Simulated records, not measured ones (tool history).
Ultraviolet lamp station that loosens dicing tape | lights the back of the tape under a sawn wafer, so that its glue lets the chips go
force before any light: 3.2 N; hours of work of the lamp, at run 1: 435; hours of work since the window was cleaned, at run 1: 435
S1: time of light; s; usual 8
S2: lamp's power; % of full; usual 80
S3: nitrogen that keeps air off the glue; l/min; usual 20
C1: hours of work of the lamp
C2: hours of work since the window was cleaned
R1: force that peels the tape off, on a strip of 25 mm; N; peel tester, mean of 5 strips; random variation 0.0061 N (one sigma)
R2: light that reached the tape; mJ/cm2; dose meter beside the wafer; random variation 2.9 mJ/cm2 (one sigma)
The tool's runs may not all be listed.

run	hour	S1	S2	S3	C1	C2	R1	R2
1	0	8	80	20	435	435	0.252	317
# hour 3.1: window cleaned of glue's vapour
2	42.2	8	80	20	468	30	0.326	266
3	62	8	80	20	483	46	0.334	264
4	90	7	80	20	505	67	0.415	230
5	123.4	8	80	20	530	93	0.333	254
6	148.3	8	80	20	550	112	0.354	255
# hour 164.2: window cleaned of glue's vapour, once more
7	190.7	11	93	11	582	20	0.171	597
8	223.9	12	93	8	608	46	0.171	636
9	263.8	9	83	16	639	77	0.19	419
10	288.6	10	99	34	658	96	0.14	552
11	317.8	10	80	24	680	119	0.174	446
12	344.4	6	88	20	701	139	0.298	289

4 ways to go on from here, each from the tool as it stands after run 12. What would each give?
A	374.7	6	84	6	724	163	?	?
B	374.7	10	73	20	724	163	?	?
C	374.7	8	80	7	724	163	?	?
D	374.7	11	84	6	724	163	?	?

run	R1	R2
A	0.657	273
B	0.19	390
C	0.403	342
D	0.252	496
Without the tool's hidden state the same runs would have given:
run	R1	R2
A	0.485	334
B	0.159	477
C	0.29	419
D	0.192	606

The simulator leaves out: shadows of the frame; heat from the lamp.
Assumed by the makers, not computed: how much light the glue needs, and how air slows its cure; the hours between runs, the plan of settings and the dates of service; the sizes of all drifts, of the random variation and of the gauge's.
